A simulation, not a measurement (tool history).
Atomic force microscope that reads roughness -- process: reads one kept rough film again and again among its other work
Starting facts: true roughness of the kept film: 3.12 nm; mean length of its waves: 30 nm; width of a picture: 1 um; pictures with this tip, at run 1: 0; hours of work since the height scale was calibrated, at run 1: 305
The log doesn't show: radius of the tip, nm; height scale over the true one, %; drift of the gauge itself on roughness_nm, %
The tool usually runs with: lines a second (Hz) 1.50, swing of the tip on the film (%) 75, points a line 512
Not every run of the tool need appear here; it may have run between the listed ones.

| run | hour | lines a second (Hz) | swing of the tip on the film (%) | points a line | pictures with this tip | hours of work since the height scale was calibrated | roughness of the kept film (nm (root mean square)) |
|---|---|---|---|---|---|---|---|
| 1 | 0.0 | 1.50 | 75 | 512 | 0 | 305 | 2.646 |
| 2 | 25.5 | 1.50 | 75 | 512 | 31 | 318 | 2.555 |
| 3 | 37.2 | 1.50 | 75 | 512 | 45 | 324 | 2.502 |
| 4 | 54.8 | 1.50 | 75 | 512 | 66 | 333 | 2.452 |
| 5 | 75.5 | 1.50 | 75 | 512 | 92 | 344 | 2.376 |
| 6 | 103.1 | 1.50 | 75 | 512 | 125 | 359 | 2.298 |
| 7 | 127.1 | 0.78 | 75 | 512 | 154 | 371 | 2.278 |
| 8 | 153.6 | 1.50 | 57 | 512 | 186 | 385 | 2.207 |
| 9 | 174.6 | 1.50 | 75 | 512 | 212 | 396 | 2.114 |
| 10 | 189.2 | 1.50 | 75 | 512 | 230 | 404 | 2.051 |
| 11 | 208.0 | 2.22 | 71 | 278 | 252 | 413 | 2.014 |
| 12 | 223.2 | 0.63 | 59 | 416 | 271 | 421 | 2.057 |
| 13 | 245.2 | 1.88 | 59 | 279 | 297 | 433 | 1.965 |
| 14 | 265.3 | 1.88 | 68 | 279 | 322 | 443 | 1.927 |
|  | 271.1 | new tip fitted |
| 15 | 290.7 | 3.19 | 68 | 824 | 24 | 456 | 2.532 |
| 16 | 311.1 | 3.14 | 68 | 790 | 49 | 467 | 2.462 |
| 17 | 327.6 | 1.71 | 83 | 343 | 69 | 476 | 2.364 |
| 18 | 353.3 | 0.77 | 75 | 512 | 100 | 489 | 2.407 |
| 19 | 373.6 | 0.77 | 75 | 512 | 125 | 499 | 2.329 |
| 20 | 386.3 | 0.77 | 75 | 512 | 140 | 506 | 2.312 |

Per-run results on a tool with no hidden state, each run keeping its own random variation:
| run | roughness of the kept film (nm (root mean square)) |
|---|---|
| 1 | 2.637 |
| 2 | 2.635 |
| 3 | 2.622 |
| 4 | 2.638 |
| 5 | 2.630 |
| 6 | 2.634 |
| 7 | 2.684 |
| 8 | 2.682 |
| 9 | 2.636 |
| 10 | 2.604 |
| 11 | 2.609 |
| 12 | 2.711 |
| 13 | 2.646 |
| 14 | 2.649 |
| 15 | 2.599 |
| 16 | 2.602 |
| 17 | 2.554 |
| 18 | 2.686 |
| 19 | 2.668 |
| 20 | 2.686 |

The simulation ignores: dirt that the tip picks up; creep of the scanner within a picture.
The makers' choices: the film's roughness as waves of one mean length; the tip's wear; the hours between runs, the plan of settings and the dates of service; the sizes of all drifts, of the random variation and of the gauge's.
